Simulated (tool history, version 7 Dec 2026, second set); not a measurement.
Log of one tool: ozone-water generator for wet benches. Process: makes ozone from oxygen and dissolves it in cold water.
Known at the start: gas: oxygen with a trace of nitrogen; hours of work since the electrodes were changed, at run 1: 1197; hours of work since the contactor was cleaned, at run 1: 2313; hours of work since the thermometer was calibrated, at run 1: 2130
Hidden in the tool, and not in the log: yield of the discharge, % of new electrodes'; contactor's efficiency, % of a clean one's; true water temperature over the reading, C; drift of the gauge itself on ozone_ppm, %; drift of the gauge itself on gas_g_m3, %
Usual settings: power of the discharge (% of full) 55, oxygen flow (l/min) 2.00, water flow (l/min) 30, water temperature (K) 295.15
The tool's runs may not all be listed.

run,hour,power of the discharge (% of full),oxygen flow (l/min),water flow (l/min),water temperature (K),hours of work since the electrodes were changed,hours of work since the contactor was cleaned,hours of work since the thermometer was calibrated,dissolved ozone (ppm),ozone in the gas ahead of the water (g/m3)
1,0.0,55,2.00,30,295.15,1197,2313,2130,10.63,235.6
2,119.1,55,2.00,30,295.15,1289,2405,2222,10.68,237.6
3,201.0,55,2.34,30,295.15,1352,2469,2285,11.06,210.4
4,277.6,55,2.34,30,295.15,1411,2528,2344,11.22,212.0
5,395.1,71,2.34,30,295.15,1502,2618,2435,12.59,248.3
6,551.4,71,1.49,30,295.15,1622,2739,2555,11.88,332.0
7,675.9,71,1.49,30,295.15,1718,2835,2651,11.95,335.4
8,780.8,71,1.49,30,295.15,1799,2916,2732,11.99,335.0
9,873.5,71,1.49,30,295.15,1871,2988,2804,12.11,336.9
10,975.1,71,1.49,30,295.15,1949,3066,2882,11.97,335.7
11,1100.0,71,1.49,30,295.15,2046,3163,2979,11.93,335.5
12,1269.6,71,1.49,30,295.15,2177,3293,3110,12.03,335.8
13,1346.4,71,1.49,30,300.15,2236,3353,3169,11.67,334.4
14,1450.8,71,1.49,30,300.15,2317,3433,3250,11.47,334.0
15,1576.6,71,1.49,30,300.15,2414,3530,3347,11.75,336.2
16,1701.8,71,1.49,30,300.15,2510,3627,3443,11.53,334.9
17,1803.1,71,1.49,22,300.15,2589,3705,3522,15.69,336.1
18,1882.2,71,1.49,22,290.15,2650,3766,3583,16.84,338.3
19,2060.2,71,1.49,22,290.15,2787,3904,3720,16.80,337.4
20,2220.3,71,1.49,22,290.15,2911,4027,3844,16.92,338.2
21,2361.7,71,1.49,22,290.15,3020,4137,3953,16.94,337.5
22,2465.5,95,1.49,22,298.15,3100,4217,4033,18.95,399.5
23,2547.8,55,1.83,30,295.15,3164,4280,4097,10.75,255.1
# hour 2565.0: contactor cleaned
24,2632.7,55,1.83,30,295.15,3226,52,4159,10.67,253.3
25,2757.4,55,1.43,30,295.15,3322,149,4255,10.30,299.5
26,2901.9,55,1.64,30,295.15,3434,260,4367,10.50,273.4
27,3002.3,55,1.64,30,295.15,3511,338,4444,10.51,273.6
28,3084.0,55,1.64,30,295.15,3574,401,4507,10.33,272.4
# hour 3108.8: water thermometer calibrated
29,3253.0,100,2.00,42,303.15,3704,531,111,10.27,339.3
30,3396.4,84,2.11,46,303.15,3815,641,222,8.44,293.6
31,3520.6,84,2.11,46,303.15,3911,737,318,8.40,296.0
32,3609.3,55,2.00,22,295.15,3979,806,386,14.53,237.9

4 ways to go on from here, each from the tool as it stands after run 32. What would each give?
A,3713.5,95,2.33,30,295.15,4060,886,467,?,?
B,3713.5,55,2.00,28,295.15,4060,886,467,?,?
C,3713.5,55,2.00,34,295.15,4060,886,467,?,?
D,3713.5,71,2.55,30,297.15,4060,886,467,?,?

run,dissolved ozone (ppm),ozone in the gas ahead of the water (g/m3)
A,14.87,295.3
B,11.39,239.1
C,9.56,238.3
D,12.63,237.0
Without the tool's hidden state the same runs would have given:
run,dissolved ozone (ppm),ozone in the gas ahead of the water (g/m3)
A,14.91,290.4
B,11.42,234.9
C,9.58,234.2
D,12.66,233.0
